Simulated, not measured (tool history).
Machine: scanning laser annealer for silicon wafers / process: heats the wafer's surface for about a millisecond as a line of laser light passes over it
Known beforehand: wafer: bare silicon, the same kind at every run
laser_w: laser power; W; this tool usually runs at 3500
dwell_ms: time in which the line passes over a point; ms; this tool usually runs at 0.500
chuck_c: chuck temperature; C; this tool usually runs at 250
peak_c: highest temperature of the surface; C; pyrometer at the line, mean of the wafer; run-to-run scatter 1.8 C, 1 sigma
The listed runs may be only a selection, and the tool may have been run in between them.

Run 1, day 0.000: usual settings. Result: peak_c 916 C.
Run 2, day 0.179: usual settings. Result: peak_c 918 C.
Run 3, day 0.404: usual settings. Result: peak_c 919 C.
Run 4, day 0.738: usual settings. Result: peak_c 921 C.
Run 5, day 0.900: usual settings but laser_w 3594 W. Result: peak_c 939 C.
Run 6, day 1.125: usual settings but laser_w 3594 W. Result: peak_c 937 C.
Run 7, day 1.421: usual settings but laser_w 3594 W. Result: peak_c 941 C.
Run 8, day 1.671: usual settings but laser_w 3464 W. Result: peak_c 911 C.
Run 9, day 1.883: usual settings but laser_w 3464 W. Result: peak_c 914 C.
Run 10, day 2.133: usual settings but laser_w 3718 W. Result: peak_c 961 C.
Run 11, day 2.362: usual settings but dwell_ms 0.361 ms. Result: peak_c 818 C.
Run 12, day 2.558: usual settings but dwell_ms 0.443 ms. Result: peak_c 878 C.
Run 13, day 2.821: usual settings but dwell_ms 0.443 ms. Result: peak_c 876 C.
Run 14, day 3.000: usual settings but laser_w 3566 W. Result: peak_c 931 C.
Run 15, day 3.375: usual settings but laser_w 3040 W. Result: peak_c 824 C.
Run 16, day 3.654: usual settings but chuck_c 213 C. Result: peak_c 882 C.
Run 17, day 3.879: usual settings but chuck_c 213 C. Result: peak_c 878 C.
Run 18, day 4.150: usual settings. Result: peak_c 918 C.
Run 19, day 4.367: usual settings. Result: peak_c 917 C.
Run 20, day 4.588: usual settings but chuck_c 289 C. Result: peak_c 957 C.
Run 21, day 4.842: usual settings but chuck_c 289 C. Result: peak_c 958 C.
Run 22, day 5.200: usual settings but dwell_ms 0.381 ms, chuck_c 213 C. Result: peak_c 792 C.
Run 23, day 5.475: usual settings but dwell_ms 0.381 ms, chuck_c 213 C. Result: peak_c 793 C.
Run 24, day 5.842: usual settings but dwell_ms 0.381 ms, chuck_c 213 C. Result: peak_c 791 C.
Run 25, day 6.012: usual settings but dwell_ms 0.430 ms, chuck_c 286 C. Result: peak_c 902 C.
Run 26, day 6.229: usual settings but laser_w 3554 W, dwell_ms 0.556 ms, chuck_c 215 C. Result: peak_c 930 C.
At day 6.346: window over the wafer cleaned.
Run 27, day 6.617: usual settings but laser_w 3055 W, chuck_c 265 C. Result: peak_c 823 C.
Run 28, day 6.829: usual settings but laser_w 3141 W, dwell_ms 0.402 ms, chuck_c 261 C. Result: peak_c 778 C.
Run 29, day 7.021: usual settings but laser_w 3387 W, dwell_ms 0.505 ms, chuck_c 265 C. Result: peak_c 890 C.
Run 30, day 7.258: usual settings but laser_w 3230 W, dwell_ms 0.435 ms. Result: peak_c 801 C.
Run 31, day 7.479: usual settings but laser_w 3447 W, dwell_ms 0.381 ms, chuck_c 279 C. Result: peak_c 836 C.
Run 32, day 7.721: usual settings but laser_w 3383 W, chuck_c 229 C. Result: peak_c 852 C.
At day 7.925: window over the wafer cleaned, once more.
Run 33, day 8.058: usual settings but laser_w 3258 W, dwell_ms 0.365 ms, chuck_c 229 C. Result: peak_c 787 C.
Run 34, day 8.350: usual settings but laser_w 3258 W, dwell_ms 0.537 ms, chuck_c 265 C. Result: peak_c 940 C.
Run 35, day 8.692: usual settings but laser_w 3258 W, dwell_ms 0.537 ms, chuck_c 265 C. Result: peak_c 942 C.
Run 36, day 8.988: usual settings but laser_w 3258 W, dwell_ms 0.537 ms, chuck_c 265 C. Result: peak_c 940 C.
Run 37, day 9.208: usual settings but laser_w 3258 W, dwell_ms 0.462 ms, chuck_c 243 C. Result: peak_c 872 C.
Run 38, day 9.562: usual settings but laser_w 3258 W, dwell_ms 0.462 ms, chuck_c 243 C. Result: peak_c 869 C.
Run 39, day 9.792: usual settings but laser_w 3146 W, dwell_ms 0.377 ms, chuck_c 282 C. Result: peak_c 830 C.
Run 40, day 10.175: usual settings but laser_w 3146 W, dwell_ms 0.350 ms, chuck_c 215 C. Result: peak_c 739 C.
Run 41, day 10.333: usual settings but laser_w 3146 W, dwell_ms 0.350 ms, chuck_c 263 C. Result: peak_c 787 C.

How would selected steps in peak_c from run to run divide? Give the signed amount a tool lacking its hidden state would still show from settings, what came in and random variation, and the signed amount left for the hidden state, including any gauge scatter that is not in both of the compared results.
The hidden state here: light that passes the window, % of a clean one's; laser's true power over the reading, %; width of the line over the set one, %; drift of the gauge itself on peak_c, C.
Run 10 -> 11: laser_w 3718 -> 3500, dwell_ms 0.500 -> 0.361. peak_c -143 C: hidden state +9, all else -152.
Run 21 -> 22: dwell_ms 0.500 -> 0.381, chuck_c 289 -> 213. peak_c -166 C: hidden state +5, all else -171.
Run 28 -> 29: laser_w 3141 -> 3387, dwell_ms 0.402 -> 0.505, chuck_c 261 -> 265. peak_c +112 C: hidden state -12, all else +124.
Run 32 -> 33: laser_w 3383 -> 3258, dwell_ms 0.500 -> 0.365, window over the wafer cleaned, once more. peak_c -65 C: hidden state +58, all else -123.
Run 33 -> 34: dwell_ms 0.365 -> 0.537, chuck_c 229 -> 265. peak_c +153 C: hidden state -1, all else +154.

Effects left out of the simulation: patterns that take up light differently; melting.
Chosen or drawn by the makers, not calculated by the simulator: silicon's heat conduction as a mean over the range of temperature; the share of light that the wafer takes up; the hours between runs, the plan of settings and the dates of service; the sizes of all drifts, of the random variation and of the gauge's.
